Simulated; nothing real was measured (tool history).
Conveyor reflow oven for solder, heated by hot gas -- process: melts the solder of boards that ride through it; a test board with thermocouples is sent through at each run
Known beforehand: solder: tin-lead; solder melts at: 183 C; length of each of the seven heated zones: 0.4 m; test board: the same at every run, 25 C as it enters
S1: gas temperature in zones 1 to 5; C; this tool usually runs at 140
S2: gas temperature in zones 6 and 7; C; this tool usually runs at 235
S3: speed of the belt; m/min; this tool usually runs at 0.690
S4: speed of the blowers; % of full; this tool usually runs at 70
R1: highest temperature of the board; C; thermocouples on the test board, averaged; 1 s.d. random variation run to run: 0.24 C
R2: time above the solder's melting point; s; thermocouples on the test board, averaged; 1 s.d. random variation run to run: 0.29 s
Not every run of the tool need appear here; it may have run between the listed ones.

| run | hour | S1 | S2 | S3 | S4 | R1 | R2 |
|---|---|---|---|---|---|---|---|
| 1 | 0.0 | 140 | 235 | 0.690 | 70 | 215.5 | 50.6 |
| 2 | 12.4 | 140 | 235 | 0.690 | 89 | 218.9 | 54.2 |
| 3 | 38.7 | 140 | 235 | 0.690 | 89 | 219.2 | 54.2 |
| 4 | 65.3 | 140 | 235 | 0.690 | 89 | 218.6 | 54.2 |
|  | 95.6 | flux residue cleaned out of gas plates and filters |
| 5 | 96.7 | 140 | 241 | 0.690 | 70 | 220.0 | 54.4 |
| 6 | 124.3 | 140 | 241 | 0.690 | 70 | 220.1 | 54.0 |
| 7 | 140.3 | 140 | 241 | 0.690 | 70 | 220.2 | 53.3 |
| 8 | 161.4 | 140 | 241 | 0.690 | 70 | 219.8 | 53.6 |
| 9 | 185.6 | 140 | 241 | 0.690 | 70 | 219.5 | 54.2 |
| 10 | 200.2 | 140 | 241 | 0.690 | 70 | 220.3 | 53.8 |
| 11 | 218.7 | 140 | 241 | 0.690 | 70 | 220.2 | 54.1 |
|  | 243.2 | thermocouples of zones 6 and 7 changed |
| 12 | 244.7 | 125 | 241 | 0.690 | 70 | 216.9 | 47.1 |
| 13 | 268.6 | 140 | 235 | 0.567 | 70 | 221.3 | 67.9 |
| 14 | 284.4 | 140 | 235 | 0.690 | 70 | 215.0 | 50.0 |
| 15 | 304.2 | 140 | 235 | 0.690 | 70 | 215.1 | 49.9 |
| 16 | 324.2 | 140 | 235 | 0.690 | 70 | 214.8 | 50.2 |
| 17 | 340.4 | 140 | 235 | 0.690 | 70 | 214.9 | 50.1 |
| 18 | 365.8 | 145 | 235 | 0.800 | 81 | 213.4 | 43.5 |
| 19 | 380.6 | 141 | 235 | 0.730 | 57 | 208.8 | 41.4 |
| 20 | 393.7 | 148 | 235 | 0.690 | 70 | 216.6 | 54.4 |
| 21 | 413.9 | 140 | 245 | 0.690 | 65 | 221.7 | 54.9 |

Predict the results of run 22:
| 22 | 438.4 | 140 | 245 | 0.690 | 65 | ? | ? |

R1: 221.6 C
R2: 55.4 s
Take away the tool's hidden state, keep the run-to-run variation as it was, and the same run would have given R1 221.6 C, R2 55.4 s.

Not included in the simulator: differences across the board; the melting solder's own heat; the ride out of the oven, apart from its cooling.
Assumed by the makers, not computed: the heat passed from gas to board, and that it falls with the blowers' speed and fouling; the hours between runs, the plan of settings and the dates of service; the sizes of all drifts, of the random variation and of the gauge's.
